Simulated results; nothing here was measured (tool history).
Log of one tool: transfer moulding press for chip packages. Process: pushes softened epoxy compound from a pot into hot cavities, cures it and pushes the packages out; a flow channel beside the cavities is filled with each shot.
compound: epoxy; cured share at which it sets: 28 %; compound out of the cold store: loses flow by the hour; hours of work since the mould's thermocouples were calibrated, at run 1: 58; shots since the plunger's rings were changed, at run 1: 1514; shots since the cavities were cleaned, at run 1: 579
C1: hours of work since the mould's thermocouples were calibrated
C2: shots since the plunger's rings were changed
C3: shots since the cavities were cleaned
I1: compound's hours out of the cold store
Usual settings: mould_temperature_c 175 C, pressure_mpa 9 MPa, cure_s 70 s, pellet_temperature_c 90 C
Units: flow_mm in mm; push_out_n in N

{"run": 1, "day": 0.0, "mould_temperature_c": 175, "pressure_mpa": 9, "cure_s": 70, "pellet_temperature_c": 90, "C1": 58, "C2": 1514, "C3": 579, "I1": 41.9, "flow_mm": 451, "push_out_n": 662}
{"run": 2, "day": 0.329, "mould_temperature_c": 171, "pressure_mpa": 9, "cure_s": 70, "pellet_temperature_c": 90, "C1": 61, "C2": 1585, "C3": 650, "I1": 43.8, "flow_mm": 457, "push_out_n": 853}
{"run": 3, "day": 0.621, "mould_temperature_c": 171, "pressure_mpa": 9, "cure_s": 70, "pellet_temperature_c": 90, "C1": 64, "C2": 1647, "C3": 712, "I1": 41.4, "flow_mm": 450, "push_out_n": 882}
{"run": 4, "day": 0.942, "mould_temperature_c": 175, "pressure_mpa": 9, "cure_s": 52, "pellet_temperature_c": 90, "C1": 67, "C2": 1716, "C3": 781, "I1": 39.3, "flow_mm": 462, "push_out_n": 1443}
{"run": 5, "day": 1.188, "mould_temperature_c": 175, "pressure_mpa": 9, "cure_s": 52, "pellet_temperature_c": 90, "C1": 70, "C2": 1769, "C3": 834, "I1": 44.2, "flow_mm": 430, "push_out_n": 1438}
{"run": 6, "day": 1.379, "mould_temperature_c": 175, "pressure_mpa": 9, "cure_s": 52, "pellet_temperature_c": 90, "C1": 71, "C2": 1810, "C3": 875, "I1": 42.3, "flow_mm": 439, "push_out_n": 1424}
{"day": 1.483, "done": "mould's thermocouples calibrated"}
{"run": 7, "day": 1.671, "mould_temperature_c": 175, "pressure_mpa": 9, "cure_s": 52, "pellet_temperature_c": 90, "C1": 2, "C2": 1854, "C3": 919, "I1": 9.8, "flow_mm": 567, "push_out_n": 1642}
{"run": 8, "day": 1.946, "mould_temperature_c": 175, "pressure_mpa": 9, "cure_s": 52, "pellet_temperature_c": 90, "C1": 4, "C2": 1913, "C3": 978, "I1": 24.8, "flow_mm": 500, "push_out_n": 1618}
{"run": 9, "day": 2.333, "mould_temperature_c": 175, "pressure_mpa": 9, "cure_s": 52, "pellet_temperature_c": 90, "C1": 8, "C2": 1996, "C3": 1061, "I1": 31.5, "flow_mm": 476, "push_out_n": 1521}
{"day": 2.512, "done": "cavities cleaned with cleaning compound and waxed"}
{"run": 10, "day": 2.558, "mould_temperature_c": 175, "pressure_mpa": 9, "cure_s": 52, "pellet_temperature_c": 90, "C1": 10, "C2": 2031, "C3": 10, "I1": 8.7, "flow_mm": 576, "push_out_n": 1016}
{"day": 2.671, "done": "mould's thermocouples calibrated, once more"}
{"run": 11, "day": 2.904, "mould_temperature_c": 175, "pressure_mpa": 9, "cure_s": 52, "pellet_temperature_c": 90, "C1": 2, "C2": 2087, "C3": 66, "I1": 28.8, "flow_mm": 492, "push_out_n": 1002}
{"run": 12, "day": 3.112, "mould_temperature_c": 175, "pressure_mpa": 7.34, "cure_s": 70, "pellet_temperature_c": 98, "C1": 4, "C2": 2132, "C3": 111, "I1": 34.2, "flow_mm": 417, "push_out_n": 493}
{"run": 13, "day": 3.325, "mould_temperature_c": 175, "pressure_mpa": 11, "cure_s": 70, "pellet_temperature_c": 92, "C1": 6, "C2": 2177, "C3": 156, "I1": 46.3, "flow_mm": 473, "push_out_n": 489}
{"run": 14, "day": 3.588, "mould_temperature_c": 175, "pressure_mpa": 9.96, "cure_s": 53, "pellet_temperature_c": 90, "C1": 9, "C2": 2234, "C3": 213, "I1": 17.6, "flow_mm": 559, "push_out_n": 1194}
{"run": 15, "day": 3.912, "mould_temperature_c": 175, "pressure_mpa": 9.96, "cure_s": 53, "pellet_temperature_c": 90, "C1": 12, "C2": 2303, "C3": 282, "I1": 37.3, "flow_mm": 479, "push_out_n": 1114}

Forecast each of these 5 alternatives for the next run:
{"run": "A", "day": 4.1, "mould_temperature_c": 175, "pressure_mpa": 8.47, "cure_s": 53, "pellet_temperature_c": 90, "C1": 14, "C2": 2343, "C3": 322, "I1": 8.4, "flow_mm": "?", "push_out_n": "?"}
{"run": "B", "day": 4.1, "mould_temperature_c": 180, "pressure_mpa": 8.41, "cure_s": 53, "pellet_temperature_c": 91, "C1": 14, "C2": 2343, "C3": 322, "I1": 44.5, "flow_mm": "?", "push_out_n": "?"}
{"run": "C", "day": 4.1, "mould_temperature_c": 175, "pressure_mpa": 7.96, "cure_s": 70, "pellet_temperature_c": 90, "C1": 14, "C2": 2343, "C3": 322, "I1": 35.1, "flow_mm": "?", "push_out_n": "?"}
{"run": "D", "day": 4.1, "mould_temperature_c": 168, "pressure_mpa": 7.83, "cure_s": 70, "pellet_temperature_c": 90, "C1": 14, "C2": 2343, "C3": 322, "I1": 46.8, "flow_mm": "?", "push_out_n": "?"}
{"run": "E", "day": 4.1, "mould_temperature_c": 175, "pressure_mpa": 9, "cure_s": 70, "pellet_temperature_c": 91, "C1": 14, "C2": 2343, "C3": 322, "I1": 21.4, "flow_mm": "?", "push_out_n": "?"}

run=A flow_mm=553 push_out_n=1316
run=B flow_mm=422 push_out_n=823
run=C flow_mm=434 push_out_n=573
run=D flow_mm=412 push_out_n=905
run=E flow_mm=511 push_out_n=626
Without the tool's hidden state the same runs would have given:
run=A flow_mm=572 push_out_n=891
run=B flow_mm=436 push_out_n=554
run=C flow_mm=449 push_out_n=385
run=D flow_mm=426 push_out_n=612
run=E flow_mm=528 push_out_n=424

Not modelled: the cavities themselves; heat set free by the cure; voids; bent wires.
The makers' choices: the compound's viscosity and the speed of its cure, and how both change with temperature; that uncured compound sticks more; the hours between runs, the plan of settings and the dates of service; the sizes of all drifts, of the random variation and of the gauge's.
